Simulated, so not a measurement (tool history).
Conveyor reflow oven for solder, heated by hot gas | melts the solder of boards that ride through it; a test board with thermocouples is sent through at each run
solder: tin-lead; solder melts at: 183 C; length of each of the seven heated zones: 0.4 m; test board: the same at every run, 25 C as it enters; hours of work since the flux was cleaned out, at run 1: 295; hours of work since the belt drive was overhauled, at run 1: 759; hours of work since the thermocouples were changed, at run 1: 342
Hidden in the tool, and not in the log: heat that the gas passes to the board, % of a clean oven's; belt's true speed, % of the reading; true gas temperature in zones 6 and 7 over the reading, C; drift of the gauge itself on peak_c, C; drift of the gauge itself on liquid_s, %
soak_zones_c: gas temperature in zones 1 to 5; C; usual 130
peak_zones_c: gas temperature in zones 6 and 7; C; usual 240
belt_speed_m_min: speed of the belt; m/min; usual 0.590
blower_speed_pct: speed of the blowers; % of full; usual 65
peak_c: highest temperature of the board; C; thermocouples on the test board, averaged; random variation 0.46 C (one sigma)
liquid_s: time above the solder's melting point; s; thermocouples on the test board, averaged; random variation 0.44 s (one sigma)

run   hour  soak_zones_c  peak_zones_c  belt_speed_m_min  blower_speed_pct  hours of work since the flux was cleaned out  hours of work since the belt drive was overhauled  hours of work since the thermocouples were changed  peak_c  liquid_s
  1    0.0           130           240             0.590                65                                           295                                                759                                                 342   217.1      57.7
  2   19.5           130           240             0.590                65                                           307                                                771                                                 355   217.6      58.0
  3   35.1           130           246             0.590                65                                           317                                                781                                                 365   221.7      61.0
  4   51.2           130           246             0.590                65                                           328                                                791                                                 375   223.1      62.4
      59.6  -- flux residue cleaned out of gas plates and filters
  5   65.0           130           240             0.590                65                                             3                                                797                                                 381   220.5      61.6
  6   82.1           130           240             0.590                65                                            14                                                808                                                 392   221.2      61.8
  7   94.3           130           240             0.557                65                                            22                                                816                                                 399   224.4      66.6
  8  105.6           130           240             0.590                65                                            29                                                823                                                 407   220.7      61.7
  9  117.1           130           240             0.590                65                                            37                                                830                                                 414   221.6      61.7
 10  129.1           130           240             0.590                65                                            44                                                838                                                 422   221.9      61.3
 11  148.0           130           240             0.590                65                                            57                                                850                                                 434   220.5      61.6
 12  166.7           130           240             0.590                65                                            69                                                862                                                 446   220.3      60.2
 13  175.3           135           240             0.590                65                                            74                                                868                                                 451   221.8      64.5
     181.8  -- belt drive overhauled, speed set with a stopwatch
 14  188.2           138           240             0.590                81                                            80                                                  4                                                 457   227.1      69.3
 15  207.2           138           240             0.590                81                                            92                                                 16                                                 469   226.8      68.6
 16  220.7           138           240             0.590                81                                           101                                                 25                                                 478   226.6      70.1
 17  232.4           138           240             0.590                81                                           108                                                 32                                                 485   225.7      69.1
 18  247.7           122           246             0.609                72                                           118                                                 42                                                 495   226.5      60.8
 19  263.8           122           246             0.652                72                                           128                                                 52                                                 505   222.9      55.1
 20  280.3           130           240             0.557                65                                           139                                                 63                                                 516   222.6      67.3
     294.9  -- belt drive overhauled, speed set with a stopwatch, once more
 21  300.5           130           251             0.590                90                                           149                                                  4                                                 526   237.0      71.0
 22  311.8           130           251             0.590                90                                           156                                                 11                                                 533   237.1      70.9
 23  321.0           126           240             0.590                80                                           162                                                 17                                                 539   224.1      61.0
 24  330.5           126           240             0.485                80                                           168                                                 23                                                 545   230.5      80.4
 25  349.2           140           230             0.590                68                                           180                                                 35                                                 557   214.6      58.0

Forecast each of these 4 alternatives for the next run:
  A  364.5           130           246             0.590                65                                           190                                                 45                                                 567       ?         ?
  B  364.5           130           254             0.590                59                                           190                                                 45                                                 567       ?         ?
  C  364.5           140           240             0.590                65                                           190                                                 45                                                 567       ?         ?
  D  364.5           141           230             0.704                64                                           190                                                 45                                                 567       ?         ?

run  peak_c  liquid_s
  A   224.4      63.0
  B   227.1      65.4
  C   222.0      63.7
  D   205.6      40.6
Without the tool's hidden state the same runs would have given:
run  peak_c  liquid_s
  A   225.3      63.9
  B   228.1      66.2
  C   222.6      64.5
  D   206.6      42.1

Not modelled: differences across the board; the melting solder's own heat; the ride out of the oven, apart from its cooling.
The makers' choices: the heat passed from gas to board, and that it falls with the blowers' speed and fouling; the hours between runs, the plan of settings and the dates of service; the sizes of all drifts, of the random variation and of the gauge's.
